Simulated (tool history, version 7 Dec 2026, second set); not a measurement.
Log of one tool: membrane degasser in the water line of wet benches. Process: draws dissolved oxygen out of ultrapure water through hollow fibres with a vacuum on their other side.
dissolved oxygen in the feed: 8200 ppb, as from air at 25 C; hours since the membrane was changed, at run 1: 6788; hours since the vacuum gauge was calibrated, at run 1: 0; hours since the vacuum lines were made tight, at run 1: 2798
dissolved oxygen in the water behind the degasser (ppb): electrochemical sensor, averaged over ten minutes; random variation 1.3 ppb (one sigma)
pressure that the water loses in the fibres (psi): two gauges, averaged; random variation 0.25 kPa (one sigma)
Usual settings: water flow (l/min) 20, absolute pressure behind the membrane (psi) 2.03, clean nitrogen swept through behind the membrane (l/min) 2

run,hour,water flow (l/min),absolute pressure behind the membrane (psi),clean nitrogen swept through behind the membrane (l/min),hours since the membrane was changed,hours since the vacuum gauge was calibrated,hours since the vacuum lines were made tight,dissolved oxygen in the water behind the degasser (ppb),pressure that the water loses in the fibres (psi)
1,0,20,2.03,2,6788,0,2798,257.4,10.142
2,130.9,20,2.03,2,6919,131,2929,258.1,10.121
3,327.7,20,2.03,2,7116,328,3126,258.2,10.093
4,515.3,20,2.03,2,7304,515,3313,258.8,10.185
5,652.9,20,2.03,2,7441,653,3451,260.6,10.216
6,848,20,2.03,1.35,7636,848,3646,366,10.285
7,1053.9,20,2.03,1.35,7842,1054,3852,365.1,10.259
8,1209.7,20,2.03,2,7998,1210,4008,258.4,10.192
9,1347.6,20,2.03,2,8136,1348,4146,258.8,10.347
10,1518.7,20,2.03,2,8307,1519,4317,260.6,10.235
11,1680,20,2.41,2,8468,1680,4478,321.9,10.295
12,1779.4,20,1.23,2,8568,1779,4577,134.9,10.382
13,1867.8,20,1.31,2,8656,1868,4666,146.9,10.302
14,1978.5,20,1.31,2,8767,1979,4777,148.6,10.364
15,2142.5,20,1.31,2,8931,2142,4941,146.7,10.43
16,2349,20,1.31,2,9137,2349,5147,148.3,10.359
17,2555.5,21,2.89,5.15,9344,2556,5354,179,10.929
# hour 2609: seals of the vacuum lines changed
18,2732,25,2.03,1.75,9518,2730,123,366.5,13.064
19,2823.4,25,2.03,1.75,9610,2821,214,366.2,13.129
20,2974.3,25,2.03,4.09,9761,2972,365,183.6,13.094
21,3108.6,15,2.03,4.09,9895,3107,500,100.5,7.919
# hour 3121: vacuum gauge calibrated
22,3314.9,16,1.78,1.55,10101,194,705,221,8.417
23,3423.2,18,2.26,1.55,10209,302,814,335.9,9.426
24,3550.2,20,1.29,2,10336,429,941,146,10.573
25,3667.1,20,1.29,2,10453,546,1058,145.9,10.522
26,3862.4,20,1.29,2.35,10648,741,1253,128.5,10.579
27,3973.5,20,1.29,2.35,10759,852,1364,129,10.589
# hour 4108.7: vacuum gauge calibrated, once more
28,4145.6,20,1.86,2,10931,37,1536,235.4,10.547
29,4352.9,20,1.86,2,11138,244,1743,233.9,10.623
30,4519,20,1.86,2,11304,410,1909,235.9,10.65
31,4705.9,27,2.03,2,11491,597,2096,359.3,14.414
32,4905.8,20,1.61,2.49,11691,797,2296,164,10.666

3 ways to go on from here, each from the tool as it stands after run 32. What would each give?
A,5034.1,13,2.03,5.56,11819,925,2424,?,?
B,5034.1,17,2.8,2,11819,925,2424,?,?
C,5034.1,19,1.61,2.49,11819,925,2424,?,?

run,dissolved oxygen in the water behind the degasser (ppb),pressure that the water loses in the fibres (psi)
A,65.1,6.95
B,323.6,9.063
C,154.7,10.122
Without the tool's hidden state the same runs would have given:
run,dissolved oxygen in the water behind the degasser (ppb),pressure that the water loses in the fibres (psi)
A,63.1,6.163
B,318.1,8.035
C,147.8,8.976

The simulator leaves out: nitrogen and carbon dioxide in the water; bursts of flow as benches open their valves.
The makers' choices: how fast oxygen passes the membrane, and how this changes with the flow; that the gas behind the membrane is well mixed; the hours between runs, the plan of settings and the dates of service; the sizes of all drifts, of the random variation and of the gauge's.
